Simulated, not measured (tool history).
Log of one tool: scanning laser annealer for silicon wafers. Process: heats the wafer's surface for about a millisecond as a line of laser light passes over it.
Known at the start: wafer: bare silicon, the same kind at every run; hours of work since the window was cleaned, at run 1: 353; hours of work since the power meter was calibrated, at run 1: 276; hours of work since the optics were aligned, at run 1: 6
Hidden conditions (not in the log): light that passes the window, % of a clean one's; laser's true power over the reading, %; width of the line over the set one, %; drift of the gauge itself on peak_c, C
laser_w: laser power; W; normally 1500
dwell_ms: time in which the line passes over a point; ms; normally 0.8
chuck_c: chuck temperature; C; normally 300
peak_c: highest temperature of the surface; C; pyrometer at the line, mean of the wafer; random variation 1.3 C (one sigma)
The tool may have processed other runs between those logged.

run,hour,laser_w,dwell_ms,chuck_c,hours of work since the window was cleaned,hours of work since the power meter was calibrated,hours of work since the optics were aligned,peak_c
1,0,1500,0.8,300,353,276,6,1071
2,23.1,1500,0.8,300,365,288,18,1071
3,47.6,1500,0.8,300,377,300,30,1070
4,66.4,1500,0.915,300,387,310,40,1125
5,85.3,1500,0.8,300,397,320,50,1070
6,98.7,1631,0.8,300,403,327,56,1135
7,122.6,1631,0.8,300,416,339,69,1134
8,144.6,1631,0.8,300,427,350,80,1136
9,171.6,1398,0.8,300,441,364,94,1019
10,196.4,1500,0.8,277,454,377,106,1047
11,223.9,1500,0.8,300,468,391,121,1071
12,237.3,1500,0.649,300,475,398,127,990
13,256.1,1500,0.8,288,484,407,137,1057
14,283.2,1500,0.8,288,498,421,151,1060
15,311.2,1500,0.8,288,512,435,165,1059
16,326,1500,0.8,288,520,443,173,1059
17,341.4,1500,0.8,288,528,451,181,1057
18,363,1500,0.606,300,539,462,192,964
# hour 388.4: window over the wafer cleaned
19,392,1500,0.606,300,2,476,206,964
20,418.4,1500,0.606,300,15,489,219,966
21,445.4,1500,0.606,300,29,503,233,964
22,469.8,1500,0.606,300,42,516,246,963
23,494.7,1500,0.606,300,54,528,258,965
24,516.3,1547,0.747,321,66,540,269,1088
25,527.8,1547,0.747,321,71,545,275,1086
26,548.5,1510,0.865,300,82,556,286,1107
27,576.4,1498,0.8,281,96,570,300,1051
28,599.7,1500,0.585,300,108,582,312,951
29,621,1585,0.775,327,119,593,323,1126
30,640.7,1618,0.732,304,129,603,333,1097
31,663.9,1555,0.732,264,141,615,345,1025
32,676.4,1555,0.732,264,148,622,351,1025
33,702.8,1555,0.732,264,161,635,365,1028
34,714.6,1555,0.732,264,167,641,371,1028
35,733.3,1386,0.962,329,177,651,381,1116
36,747.1,1386,0.962,329,184,658,388,1115
37,759.7,1364,0.8,317,190,664,394,1017
38,786.3,1500,0.66,300,204,678,408,996
39,799.8,1406,0.599,300,211,685,415,921
40,823.5,1486,0.568,275,223,697,427,912
41,848.9,1500,0.8,269,236,710,440,1040

Consider 3 possible next runs. They are alternatives, not a sequence: every one starts from the tool as it was left by run 41. What does each give?
A,866.1,1377,0.873,327,245,719,449,?
B,866.1,1577,0.9,302,245,719,449,?
C,866.1,1500,0.8,311,245,719,449,?

run,peak_c
A,1069
B,1163
C,1080
The same runs, with their run-to-run variation unchanged, on a tool lacking any hidden condition would have given:
run,peak_c
A,1070
B,1164
C,1081
